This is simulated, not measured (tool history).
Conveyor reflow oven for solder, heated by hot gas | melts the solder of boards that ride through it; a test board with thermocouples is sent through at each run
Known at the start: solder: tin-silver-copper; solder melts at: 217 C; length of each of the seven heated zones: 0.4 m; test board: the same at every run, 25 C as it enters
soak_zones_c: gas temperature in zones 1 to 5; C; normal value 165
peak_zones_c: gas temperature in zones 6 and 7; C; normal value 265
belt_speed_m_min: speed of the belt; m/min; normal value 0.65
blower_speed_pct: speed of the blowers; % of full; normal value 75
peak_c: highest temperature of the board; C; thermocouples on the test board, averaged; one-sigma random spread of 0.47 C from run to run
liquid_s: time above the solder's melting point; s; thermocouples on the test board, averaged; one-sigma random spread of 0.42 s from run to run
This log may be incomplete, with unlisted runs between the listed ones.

run 1 hour=0 | soak_zones_c=165 peak_zones_c=265 belt_speed_m_min=0.65 blower_speed_pct=75 | peak_c=247.6 liquid_s=48.8
run 2 hour=31.8 | soak_zones_c=165 peak_zones_c=265 belt_speed_m_min=0.65 blower_speed_pct=75 | peak_c=246.1 liquid_s=49.5
run 3 hour=68.4 | soak_zones_c=165 peak_zones_c=265 belt_speed_m_min=0.65 blower_speed_pct=75 | peak_c=245.9 liquid_s=47.9
run 4 hour=95.5 | soak_zones_c=165 peak_zones_c=265 belt_speed_m_min=0.65 blower_speed_pct=75 | peak_c=246.3 liquid_s=47.8
run 5 hour=122.5 | soak_zones_c=165 peak_zones_c=265 belt_speed_m_min=0.635 blower_speed_pct=75 | peak_c=248.2 liquid_s=49.5
run 6 hour=172 | soak_zones_c=165 peak_zones_c=265 belt_speed_m_min=0.635 blower_speed_pct=75 | peak_c=247.2 liquid_s=49.7
run 7 hour=202.8 | soak_zones_c=165 peak_zones_c=265 belt_speed_m_min=0.635 blower_speed_pct=75 | peak_c=246.6 liquid_s=49.4
-- hour=233.9 flux residue cleaned out of gas plates and filters
run 8 hour=251 | soak_zones_c=165 peak_zones_c=265 belt_speed_m_min=0.635 blower_speed_pct=75 | peak_c=246.1 liquid_s=49.7
-- hour=256.2 thermocouples of zones 6 and 7 changed
run 9 hour=297 | soak_zones_c=165 peak_zones_c=265 belt_speed_m_min=0.635 blower_speed_pct=75 | peak_c=248.9 liquid_s=51.5
run 10 hour=325 | soak_zones_c=165 peak_zones_c=265 belt_speed_m_min=0.635 blower_speed_pct=75 | peak_c=249.1 liquid_s=50.6
-- hour=346.5 flux residue cleaned out of gas plates and filters, once more
run 11 hour=359.3 | soak_zones_c=165 peak_zones_c=265 belt_speed_m_min=0.635 blower_speed_pct=75 | peak_c=248.5 liquid_s=51.8
run 12 hour=412.3 | soak_zones_c=165 peak_zones_c=265 belt_speed_m_min=0.635 blower_speed_pct=75 | peak_c=249.8 liquid_s=52.9
run 13 hour=448.9 | soak_zones_c=165 peak_zones_c=265 belt_speed_m_min=0.635 blower_speed_pct=75 | peak_c=250 liquid_s=52.6
run 14 hour=483.1 | soak_zones_c=165 peak_zones_c=265 belt_speed_m_min=0.635 blower_speed_pct=75 | peak_c=249.9 liquid_s=52.1
run 15 hour=515.2 | soak_zones_c=165 peak_zones_c=265 belt_speed_m_min=0.65 blower_speed_pct=75 | peak_c=248.4 liquid_s=49.4
run 16 hour=574.2 | soak_zones_c=165 peak_zones_c=265 belt_speed_m_min=0.65 blower_speed_pct=75 | peak_c=248 liquid_s=50.3
run 17 hour=630.7 | soak_zones_c=165 peak_zones_c=265 belt_speed_m_min=0.734 blower_speed_pct=75 | peak_c=243.5 liquid_s=39.6
run 18 hour=660.6 | soak_zones_c=165 peak_zones_c=265 belt_speed_m_min=0.734 blower_speed_pct=75 | peak_c=243.9 liquid_s=39.6
-- hour=681.9 flux residue cleaned out of gas plates and filters
run 19 hour=703.9 | soak_zones_c=159 peak_zones_c=276 belt_speed_m_min=0.77 blower_speed_pct=65 | peak_c=246.6 liquid_s=36.2
run 20 hour=738 | soak_zones_c=159 peak_zones_c=276 belt_speed_m_min=0.77 blower_speed_pct=65 | peak_c=245.7 liquid_s=36.4
run 21 hour=792.3 | soak_zones_c=168 peak_zones_c=262 belt_speed_m_min=0.766 blower_speed_pct=80 | peak_c=242.3 liquid_s=37.5
run 22 hour=834.6 | soak_zones_c=153 peak_zones_c=258 belt_speed_m_min=0.697 blower_speed_pct=75 | peak_c=237 liquid_s=33.7
run 23 hour=886.7 | soak_zones_c=175 peak_zones_c=277 belt_speed_m_min=0.778 blower_speed_pct=52 | peak_c=241.7 liquid_s=35.8
run 24 hour=921.4 | soak_zones_c=175 peak_zones_c=277 belt_speed_m_min=0.778 blower_speed_pct=52 | peak_c=241.1 liquid_s=35.1
run 25 hour=952.3 | soak_zones_c=175 peak_zones_c=277 belt_speed_m_min=0.684 blower_speed_pct=52 | peak_c=248 liquid_s=46.9
run 26 hour=983 | soak_zones_c=165 peak_zones_c=255 belt_speed_m_min=0.65 blower_speed_pct=75 | peak_c=238.7 liquid_s=41
-- hour=1016.6 flux residue cleaned out of gas plates and filters
run 27 hour=1026.5 | soak_zones_c=165 peak_zones_c=255 belt_speed_m_min=0.65 blower_speed_pct=75 | peak_c=239.4 liquid_s=42.2
run 28 hour=1081.8 | soak_zones_c=165 peak_zones_c=255 belt_speed_m_min=0.65 blower_speed_pct=75 | peak_c=238.8 liquid_s=41.7
run 29 hour=1114.4 | soak_zones_c=165 peak_zones_c=278 belt_speed_m_min=0.65 blower_speed_pct=75 | peak_c=258.4 liquid_s=56.8

Consider 4 possible next runs. They are alternatives, not a sequence: every one starts from the tool as it was left by run 29. What does each give?
run A hour=1159.2 | soak_zones_c=150 peak_zones_c=278 belt_speed_m_min=0.65 blower_speed_pct=75 | peak_c=? liquid_s=?
run B hour=1159.2 | soak_zones_c=153 peak_zones_c=278 belt_speed_m_min=0.655 blower_speed_pct=87 | peak_c=? liquid_s=?
run C hour=1159.2 | soak_zones_c=167 peak_zones_c=269 belt_speed_m_min=0.71 blower_speed_pct=75 | peak_c=? liquid_s=?
run D hour=1159.2 | soak_zones_c=165 peak_zones_c=267 belt_speed_m_min=0.65 blower_speed_pct=75 | peak_c=? liquid_s=?

run=A peak_c=256.6 liquid_s=51.9
run=B peak_c=260.3 liquid_s=54.5
run=C peak_c=248 liquid_s=46
run=D peak_c=249.4 liquid_s=50.5
What these runs would have given with no unlogged condition in the tool:
run=A peak_c=258.9 liquid_s=53
run=B peak_c=262.6 liquid_s=55.5
run=C peak_c=250.2 liquid_s=47.3
run=D peak_c=251.6 liquid_s=51.8
